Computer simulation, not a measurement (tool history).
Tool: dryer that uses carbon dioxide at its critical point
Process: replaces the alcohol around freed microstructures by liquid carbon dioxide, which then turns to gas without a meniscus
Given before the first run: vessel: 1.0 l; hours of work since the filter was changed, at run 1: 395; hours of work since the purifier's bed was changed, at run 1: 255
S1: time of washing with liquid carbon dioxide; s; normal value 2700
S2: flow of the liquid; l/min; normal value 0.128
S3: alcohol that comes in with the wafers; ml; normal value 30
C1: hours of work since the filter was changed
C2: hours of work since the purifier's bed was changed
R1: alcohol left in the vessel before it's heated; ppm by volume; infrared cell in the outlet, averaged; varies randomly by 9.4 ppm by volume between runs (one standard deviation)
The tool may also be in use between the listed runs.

Run 1, hour 0.0: usual settings; C1 395; C2 255. Result: R1 934 ppm by volume.
Run 2, hour 10.0: usual settings but S1 1860 s; C1 401; C2 260. Result: R1 2590 ppm by volume.
Run 3, hour 24.2: usual settings but S1 1860 s; C1 409; C2 268. Result: R1 2724 ppm by volume.
Run 4, hour 39.2: usual settings but S1 1860 s; C1 417; C2 277. Result: R1 2757 ppm by volume.
Run 5, hour 47.4: usual settings but S1 3300 s; C1 422; C2 282. Result: R1 494 ppm by volume.
Run 6, hour 56.8: usual settings but S1 3300 s; C1 427; C2 287. Result: R1 521 ppm by volume.
Run 7, hour 73.4: usual settings; C1 437; C2 296. Result: R1 1017 ppm by volume.
Run 8, hour 89.1: usual settings; C1 445; C2 305. Result: R1 1003 ppm by volume.
Run 9, hour 102.7: usual settings; C1 453; C2 313. Result: R1 1070 ppm by volume.
Run 10, hour 120.0: usual settings; C1 463; C2 323. Result: R1 1055 ppm by volume.
Run 11, hour 129.1: usual settings; C1 468; C2 328. Result: R1 1041 ppm by volume.
At hour 136.9: inlet filter changed.
Run 12, hour 142.4: usual settings; C1 3; C2 335. Result: R1 646 ppm by volume.
Run 13, hour 157.0: usual settings but S2 0.175 l/min; C1 11; C2 343. Result: R1 213 ppm by volume.
Run 14, hour 170.8: usual settings; C1 19; C2 351. Result: R1 657 ppm by volume.
Run 15, hour 186.7: usual settings but S1 1680 s; C1 28; C2 360. Result: R1 2531 ppm by volume.
Run 16, hour 197.7: usual settings but S1 1680 s; C1 34; C2 366. Result: R1 2541 ppm by volume.
Run 17, hour 211.0: usual settings but S1 1680 s; C1 42; C2 374. Result: R1 2659 ppm by volume.
Run 18, hour 223.5: usual settings but S1 1680 s, S3 81 ml; C1 49; C2 381. Result: R1 7073 ppm by volume.
Run 19, hour 233.7: usual settings but S1 1680 s, S3 81 ml; C1 55; C2 387. Result: R1 6848 ppm by volume.
Run 20, hour 243.7: usual settings but S1 1680 s, S3 81 ml; C1 61; C2 392. Result: R1 6854 ppm by volume.
Run 21, hour 256.3: usual settings but S1 1680 s, S3 81 ml; C1 68; C2 400. Result: R1 7241 ppm by volume.
Run 22, hour 269.8: usual settings; C1 75; C2 407. Result: R1 699 ppm by volume.
Run 23, hour 279.3: usual settings; C1 81; C2 413. Result: R1 698 ppm by volume.
Run 24, hour 293.1: usual settings; C1 89; C2 420. Result: R1 739 ppm by volume.
Run 25, hour 309.5: usual settings; C1 98; C2 430. Result: R1 737 ppm by volume.
Run 26, hour 319.1: usual settings but S1 3360 s, S3 76 ml; C1 103; C2 435. Result: R1 709 ppm by volume.
Run 27, hour 331.9: usual settings but S1 1680 s, S2 0.175 l/min; C1 111; C2 442. Result: R1 1128 ppm by volume.
Run 28, hour 346.9: usual settings but S1 1680 s, S2 0.175 l/min; C1 119; C2 451. Result: R1 1153 ppm by volume.
Run 29, hour 357.9: usual settings but S1 4260 s, S2 0.186 l/min, S3 68 ml; C1 125; C2 457. Result: R1 152 ppm by volume.
Run 30, hour 373.4: usual settings but S1 4260 s, S2 0.186 l/min, S3 68 ml; C1 134; C2 466. Result: R1 149 ppm by volume.
Run 31, hour 382.8: usual settings but S1 1920 s, S2 0.087 l/min, S3 35 ml; C1 139; C2 471. Result: R1 5798 ppm by volume.
Run 32, hour 397.5: usual settings but S1 2640 s, S2 0.092 l/min, S3 100 ml; C1 148; C2 480. Result: R1 7129 ppm by volume.
Run 33, hour 408.8: usual settings but S1 2640 s, S2 0.092 l/min, S3 100 ml; C1 154; C2 486. Result: R1 7383 ppm by volume.
Run 34, hour 424.4: usual settings but S1 2640 s, S2 0.092 l/min, S3 100 ml; C1 163; C2 495. Result: R1 7343 ppm by volume.
Run 35, hour 440.2: usual settings but S2 0.217 l/min; C1 172; C2 504. Result: R1 203 ppm by volume.
Run 36, hour 455.4: usual settings but S1 2640 s, S2 0.187 l/min, S3 70 ml; C1 181; C2 513. Result: R1 415 ppm by volume.
Run 37, hour 467.6: usual settings but S1 3660 s, S2 0.091 l/min, S3 92 ml; C1 188; C2 519. Result: R1 2825 ppm by volume.
Run 38, hour 483.5: usual settings but S1 2160 s, S2 0.131 l/min, S3 22 ml; C1 197; C2 528. Result: R1 1129 ppm by volume.
Run 39, hour 495.2: usual settings but S1 2160 s, S2 0.131 l/min, S3 22 ml; C1 203; C2 535. Result: R1 1190 ppm by volume.
Run 40, hour 508.1: usual settings but S1 3900 s, S2 0.157 l/min, S3 70 ml; C1 211; C2 542. Result: R1 246 ppm by volume.
Run 41, hour 525.2: usual settings but S1 3240 s, S2 0.157 l/min, S3 46 ml; C1 220; C2 552. Result: R1 333 ppm by volume.
Run 42, hour 540.9: usual settings but S1 1860 s, S2 0.077 l/min, S3 21 ml; C1 229; C2 561. Result: R1 4887 ppm by volume.
Run 43, hour 551.8: usual settings but S1 2760 s, S3 34 ml; C1 235; C2 567. Result: R1 930 ppm by volume.
Run 44, hour 567.8: usual settings but S1 2760 s, S3 34 ml; C1 244; C2 576. Result: R1 940 ppm by volume.
Run 45, hour 584.2: usual settings but S1 2760 s, S3 56 ml; C1 254; C2 586. Result: R1 1441 ppm by volume.
Run 46, hour 592.5: usual settings but S1 3900 s, S3 115 ml; C1 258; C2 590. Result: R1 733 ppm by volume.
Run 47, hour 607.6: usual settings but S1 2040 s, S2 0.162 l/min, S3 115 ml; C1 267; C2 599. Result: R1 3253 ppm by volume.

Predict each of these 3 candidate next runs independently; none follows another, all start after run 47:
Run A, hour 620.4: usual settings but S1 2400 s, S2 0.171 l/min, S3 75 ml; C1 274; C2 606. Result: R1 ?.
Run B, hour 620.4: usual settings but S1 3900 s, S2 0.158 l/min, S3 55 ml; C1 274; C2 606. Result: R1 ?.
Run C, hour 620.4: usual settings but S1 3660 s, S3 89 ml; C1 274; C2 606. Result: R1 ?.

run    R1
  A  1023
  B   262
  C   775
The same runs, with their run-to-run variation unchanged, on a tool lacking any hidden condition would have given:
run   R1
  A  556
  B   50
  C  370
